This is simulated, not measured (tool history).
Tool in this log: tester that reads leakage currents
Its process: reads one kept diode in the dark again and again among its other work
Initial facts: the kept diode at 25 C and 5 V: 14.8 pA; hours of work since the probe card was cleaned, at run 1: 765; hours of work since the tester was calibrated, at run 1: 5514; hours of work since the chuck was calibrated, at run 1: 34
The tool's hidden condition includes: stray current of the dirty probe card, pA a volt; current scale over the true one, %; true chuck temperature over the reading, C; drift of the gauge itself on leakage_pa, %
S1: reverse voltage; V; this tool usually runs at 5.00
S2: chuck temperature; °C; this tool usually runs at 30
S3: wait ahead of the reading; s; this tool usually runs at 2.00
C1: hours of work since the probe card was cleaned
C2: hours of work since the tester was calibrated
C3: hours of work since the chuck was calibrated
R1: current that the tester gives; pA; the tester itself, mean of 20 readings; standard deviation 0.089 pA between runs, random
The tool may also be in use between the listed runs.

| run | hour | S1 | S2 | S3 | C1 | C2 | C3 | R1 |
|---|---|---|---|---|---|---|---|---|
| 1 | 0.0 | 5.00 | 30 | 2.00 | 765 | 5514 | 34 | 25.95 |
| 2 | 114.3 | 5.00 | 30 | 2.00 | 845 | 5594 | 114 | 26.16 |
| 3 | 270.5 | 5.00 | 30 | 2.00 | 954 | 5703 | 224 | 26.64 |
|  | 375.9 | tester calibrated |
| 4 | 428.2 | 5.00 | 20 | 2.00 | 1063 | 37 | 332 | 11.82 |
|  | 446.6 | probe card cleaned and baked |
| 5 | 562.4 | 5.00 | 20 | 2.00 | 81 | 128 | 424 | 10.97 |
| 6 | 706.1 | 5.00 | 20 | 2.00 | 181 | 229 | 524 | 11.09 |
|  | 753.8 | tester calibrated, once more |
| 7 | 853.2 | 5.00 | 20 | 2.00 | 283 | 69 | 626 | 11.11 |
| 8 | 1026.3 | 5.00 | 20 | 2.00 | 404 | 190 | 747 | 11.32 |
| 9 | 1232.7 | 2.09 | 30 | 2.00 | 548 | 335 | 891 | 17.45 |
| 10 | 1432.6 | 2.09 | 30 | 2.00 | 688 | 474 | 1031 | 17.63 |
| 11 | 1555.3 | 3.34 | 30 | 2.00 | 773 | 560 | 1117 | 22.74 |
| 12 | 1783.9 | 3.34 | 30 | 2.00 | 933 | 720 | 1276 | 23.16 |
| 13 | 1914.3 | 5.00 | 35 | 2.00 | 1024 | 811 | 1367 | 43.85 |
|  | 1989.0 | probe card cleaned and baked |
| 14 | 2062.6 | 5.00 | 35 | 2.00 | 51 | 913 | 1469 | 43.33 |
| 15 | 2216.2 | 5.00 | 35 | 2.00 | 159 | 1020 | 1576 | 43.65 |
| 16 | 2435.0 | 1.94 | 30 | 2.00 | 312 | 1173 | 1729 | 18.00 |
|  | 2544.4 | chuck's temperature calibrated |
| 17 | 2629.1 | 1.94 | 30 | 2.00 | 446 | 1307 | 59 | 15.61 |
| 18 | 2798.0 | 1.95 | 34 | 2.00 | 564 | 1425 | 177 | 22.54 |
| 19 | 2997.6 | 1.95 | 34 | 2.00 | 703 | 1565 | 317 | 22.78 |
| 20 | 3124.1 | 5.00 | 30 | 4.77 | 792 | 1653 | 405 | 25.93 |
| 21 | 3252.5 | 2.71 | 46 | 2.00 | 882 | 1743 | 495 | 74.19 |
| 22 | 3455.1 | 2.71 | 35 | 4.65 | 1023 | 1884 | 636 | 30.06 |
|  | 3532.2 | probe card cleaned and baked |
| 23 | 3639.4 | 14.55 | 22 | 1.19 | 75 | 2011 | 763 | 25.27 |
| 24 | 3853.7 | 14.55 | 22 | 1.19 | 225 | 2161 | 913 | 25.94 |
| 25 | 4032.0 | 5.00 | 30 | 1.58 | 349 | 2285 | 1038 | 27.74 |
| 26 | 4208.1 | 5.00 | 29 | 1.58 | 472 | 2408 | 1161 | 25.80 |
| 27 | 4318.3 | 15.02 | 56 | 1.11 | 549 | 2485 | 1238 | 399.76 |
| 28 | 4498.4 | 13.37 | 58 | 2.00 | 675 | 2611 | 1363 | 442.62 |
| 29 | 4662.3 | 1.54 | 27 | 0.66 | 790 | 2726 | 1478 | 12.88 |
| 30 | 4829.3 | 1.25 | 55 | 1.19 | 907 | 2843 | 1595 | 113.09 |
| 31 | 4977.8 | 15.13 | 30 | 6.14 | 1010 | 2946 | 1698 | 52.04 |
|  | 5072.4 | probe card cleaned and baked |
| 32 | 5108.1 | 15.13 | 30 | 6.14 | 25 | 3035 | 1787 | 49.61 |
|  | 5140.9 | chuck's temperature calibrated |
| 33 | 5312.7 | 5.00 | 47 | 0.73 | 167 | 3177 | 120 | 107.01 |
| 34 | 5533.2 | 1.40 | 30 | 6.01 | 321 | 3331 | 274 | 13.40 |

Consider 4 possible next runs. They are alternatives, not a sequence: every one starts from the tool as it was left by run 34. What does each give?
| A | 5672.5 | 8.40 | 30 | 2.00 | 418 | 3428 | 372 | ? |
| B | 5672.5 | 1.13 | 48 | 3.44 | 418 | 3428 | 372 | ? |
| C | 5672.5 | 2.16 | 27 | 6.01 | 418 | 3428 | 372 | ? |
| D | 5672.5 | 7.97 | 29 | 2.00 | 418 | 3428 | 372 | ? |

| run | R1 |
|---|---|
| A | 34.21 |
| B | 56.06 |
| C | 12.84 |
| D | 30.72 |
The same runs, with their run-to-run variation unchanged, on a tool lacking any hidden condition would have given:
| run | R1 |
|---|---|
| A | 31.80 |
| B | 53.28 |
| C | 11.98 |
| D | 28.52 |
